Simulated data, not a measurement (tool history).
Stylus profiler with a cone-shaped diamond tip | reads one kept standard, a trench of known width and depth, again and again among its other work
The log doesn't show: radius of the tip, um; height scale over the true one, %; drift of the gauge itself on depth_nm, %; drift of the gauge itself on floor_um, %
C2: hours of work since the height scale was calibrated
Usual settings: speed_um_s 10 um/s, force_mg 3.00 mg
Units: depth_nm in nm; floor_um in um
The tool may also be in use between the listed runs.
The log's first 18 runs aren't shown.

run 19 day=42.779 | speed_um_s=10 force_mg=3.00 | scans_with_this_tip=8658 C2=1537 | depth_nm=101.47 floor_um=97.66
run 20 day=45.592 | speed_um_s=10 force_mg=3.00 | scans_with_this_tip=8926 C2=1585 | depth_nm=101.41 floor_um=97.63
run 21 day=47.058 | speed_um_s=10 force_mg=7.93 | scans_with_this_tip=9066 C2=1609 | depth_nm=102.26 floor_um=97.60
run 22 day=48.846 | speed_um_s=3 force_mg=3.99 | scans_with_this_tip=9236 C2=1640 | depth_nm=101.50 floor_um=97.66
run 23 day=50.888 | speed_um_s=10 force_mg=5.27 | scans_with_this_tip=9431 C2=1674 | depth_nm=101.91 floor_um=97.62
run 24 day=52.354 | speed_um_s=19 force_mg=1.05 | scans_with_this_tip=9571 C2=1699 | depth_nm=101.25 floor_um=97.50
-- day=54.675 height scale calibrated on a step standard
run 25 day=54.704 | speed_um_s=5 force_mg=4.82 | scans_with_this_tip=9793 C2=1 | depth_nm=100.93 floor_um=97.60
run 26 day=56.425 | speed_um_s=3 force_mg=1.74 | scans_with_this_tip=9957 C2=30 | depth_nm=100.45 floor_um=97.62
run 27 day=58.008 | speed_um_s=37 force_mg=2.73 | scans_with_this_tip=10108 C2=56 | depth_nm=100.86 floor_um=97.46
run 28 day=59.612 | speed_um_s=5 force_mg=2.68 | scans_with_this_tip=10261 C2=84 | depth_nm=100.74 floor_um=97.62
run 29 day=61.179 | speed_um_s=16 force_mg=1.74 | scans_with_this_tip=10411 C2=110 | depth_nm=100.64 floor_um=97.54
run 30 day=63.662 | speed_um_s=16 force_mg=1.74 | scans_with_this_tip=10647 C2=152 | depth_nm=100.44 floor_um=97.48
run 31 day=65.829 | speed_um_s=16 force_mg=1.74 | scans_with_this_tip=10854 C2=189 | depth_nm=100.70 floor_um=97.47
run 32 day=67.908 | speed_um_s=29 force_mg=4.27 | scans_with_this_tip=11053 C2=224 | depth_nm=101.02 floor_um=97.49
run 33 day=70.471 | speed_um_s=29 force_mg=4.27 | scans_with_this_tip=11297 C2=267 | depth_nm=101.06 floor_um=97.49
run 34 day=72.467 | speed_um_s=29 force_mg=4.27 | scans_with_this_tip=11487 C2=301 | depth_nm=101.12 floor_um=97.45
run 35 day=74.975 | speed_um_s=10 force_mg=2.52 | scans_with_this_tip=11726 C2=344 | depth_nm=100.78 floor_um=97.52
run 36 day=76.950 | speed_um_s=10 force_mg=2.52 | scans_with_this_tip=11915 C2=377 | depth_nm=100.79 floor_um=97.47
run 37 day=79.812 | speed_um_s=12 force_mg=2.85 | scans_with_this_tip=12188 C2=426 | depth_nm=100.75 floor_um=97.55
run 38 day=82.975 | speed_um_s=12 force_mg=3.61 | scans_with_this_tip=12489 C2=479 | depth_nm=101.04 floor_um=97.51

Forecast run 39:
run 39 day=85.021 | speed_um_s=12 force_mg=3.61 | scans_with_this_tip=12684 C2=514 | depth_nm=? floor_um=?

{"run 39": {"depth_nm": 100.78, "floor_um": 97.43}}
Without the tool's hidden state the same run would have given depth_nm 100.59 nm, floor_um 97.91 um.
